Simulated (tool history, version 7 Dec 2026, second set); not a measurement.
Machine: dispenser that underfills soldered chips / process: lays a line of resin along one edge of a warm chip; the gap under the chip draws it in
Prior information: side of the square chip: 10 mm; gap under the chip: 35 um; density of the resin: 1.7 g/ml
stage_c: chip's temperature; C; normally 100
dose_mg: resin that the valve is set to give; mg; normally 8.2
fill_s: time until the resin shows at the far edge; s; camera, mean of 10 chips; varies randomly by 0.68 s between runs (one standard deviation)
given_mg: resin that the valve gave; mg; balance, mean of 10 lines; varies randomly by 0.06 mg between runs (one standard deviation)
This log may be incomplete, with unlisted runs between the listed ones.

run,hour,stage_c,dose_mg,fill_s,given_mg
1,0,100,8.2,84,8.03
# hour 3.6: new syringe of resin
2,8.9,101,8.2,79,7.97
# hour 12.6: new syringe of resin
3,17.5,101,8.2,77.5,8.02
# hour 21.6: new syringe of resin
4,23.3,101,8.2,70.5,7.88
5,29.6,101,8.2,90.8,7.78
# hour 31.1: new syringe of resin
6,37.3,100,8.82,85.3,8.51
# hour 40.4: new syringe of resin
7,46.2,100,8.82,83.3,8.52
# hour 49.9: new syringe of resin
8,52,105,8.82,57.6,8.45
9,56.6,107,8.33,65.6,7.94
# hour 59.2: new syringe of resin
10,63.8,93,10.37,109.7,9.83
# hour 68.4: new syringe of resin
11,71.8,99,8.69,80.8,8.31
# hour 77.8: new syringe of resin
12,79.1,99,8.69,74.9,8.16
13,83.1,99,8.69,87.4,8.17
# hour 87.2: new syringe of resin
14,91.2,114,8.62,44.3,8.06
# hour 96.7: new syringe of resin
15,97.2,99,8.2,76.5,7.63

A few steps of fill_s between consecutive runs. Split each: what settings, incoming material and random variation would produce without the hidden state, and what is left over for the hidden state, along with gauge scatter present in only one of the two compared results (measured, and without hidden state):
Hidden state present: resin's viscosity, % of fresh resin's; dose that the valve gives, % of what is set; true chip temperature over the reading, C; drift of the gauge itself on fill_s, %; drift of the gauge itself on given_mg, %.
Run 4 -> 5: no setting changed, nothing entered. fill_s +20.3 s: hidden state +20.4, all else -0.1.
Run 9 -> 10: stage_c 107 -> 93, dose_mg 8.33 -> 10.37, new syringe of resin. fill_s +44.1 s: hidden state +8.8, all else +35.3.
